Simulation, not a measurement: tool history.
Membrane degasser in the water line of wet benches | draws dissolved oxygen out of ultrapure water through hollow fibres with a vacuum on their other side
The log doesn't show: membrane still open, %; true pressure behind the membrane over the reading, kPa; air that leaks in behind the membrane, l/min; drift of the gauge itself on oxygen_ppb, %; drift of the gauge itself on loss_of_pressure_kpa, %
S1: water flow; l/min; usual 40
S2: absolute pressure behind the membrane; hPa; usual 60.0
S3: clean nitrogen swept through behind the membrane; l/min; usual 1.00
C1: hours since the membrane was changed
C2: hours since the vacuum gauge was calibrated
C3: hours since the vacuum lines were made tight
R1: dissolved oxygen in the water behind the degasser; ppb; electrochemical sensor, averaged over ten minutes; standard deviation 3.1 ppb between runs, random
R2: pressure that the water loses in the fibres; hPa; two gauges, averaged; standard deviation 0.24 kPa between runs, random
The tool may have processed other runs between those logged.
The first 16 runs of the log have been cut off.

run     day  S1     S2    S3    C1    C2    C3      R1     R2
 17  44.175  40  105.9  2.39  3599  2206  1393   380.1  617.7
 18  47.312  62   54.5  1.20  3674  2281  1468   582.1  963.2
     47.662  -- vacuum gauge calibrated
 19  50.975  62   54.5  0.97  3762    80  1555   610.8  962.7
 20  52.904  42   47.0  0.55  3808   126  1602   322.7  653.2
 21  56.258  30  125.1  1.00  3889   206  1682   595.1  464.8
 22  58.275  31   67.3  1.21  3937   255  1731   235.9  481.6
 23  60.388  40   62.8  1.28  3988   305  1781   307.1  621.5
     62.338  -- vacuum gauge calibrated, once more
 24  63.138  40   41.3  0.71  4053    19  1847   199.6  622.7
 25  65.300  40   41.3  0.71  4105    71  1899   199.1  627.2
 26  67.912  54   82.2  2.29  4168   134  1961   500.9  840.7
 27  71.408  54   82.2  2.29  4252   218  2045   500.4  838.4
 28  74.262  54   82.2  2.29  4320   286  2114   497.7  844.7
 29  76.517  54   82.2  2.29  4374   340  2168   511.4  846.0
 30  80.125  54  118.6  0.59  4461   427  2255  1339.4  844.6
 31  83.588  48   41.6  0.69  4544   510  2338   305.8  748.0
 32  85.908  48   90.9  1.04  4600   566  2393   664.1  748.6

Consider 4 possible next runs. They are alternatives, not a sequence: every one starts from the tool as it was left by run 32. What does each give?
  A  88.854  29  90.9  1.33  4670  636  2464   ?   ?
  B  88.854  40  93.6  1.00  4670  636  2464   ?   ?
  C  88.854  62  44.6  1.56  4670  636  2464   ?   ?
  D  88.854  51  38.6  0.44  4670  636  2464   ?   ?

run     R1     R2
  A  305.7  452.8
  B  563.5  623.5
  C  471.7  965.8
  D  328.5  795.2
What these runs would have given with no unlogged condition in the tool:
run     R1     R2
  A  298.5  438.9
  B  547.9  604.4
  C  433.9  936.2
  D  298.1  770.8
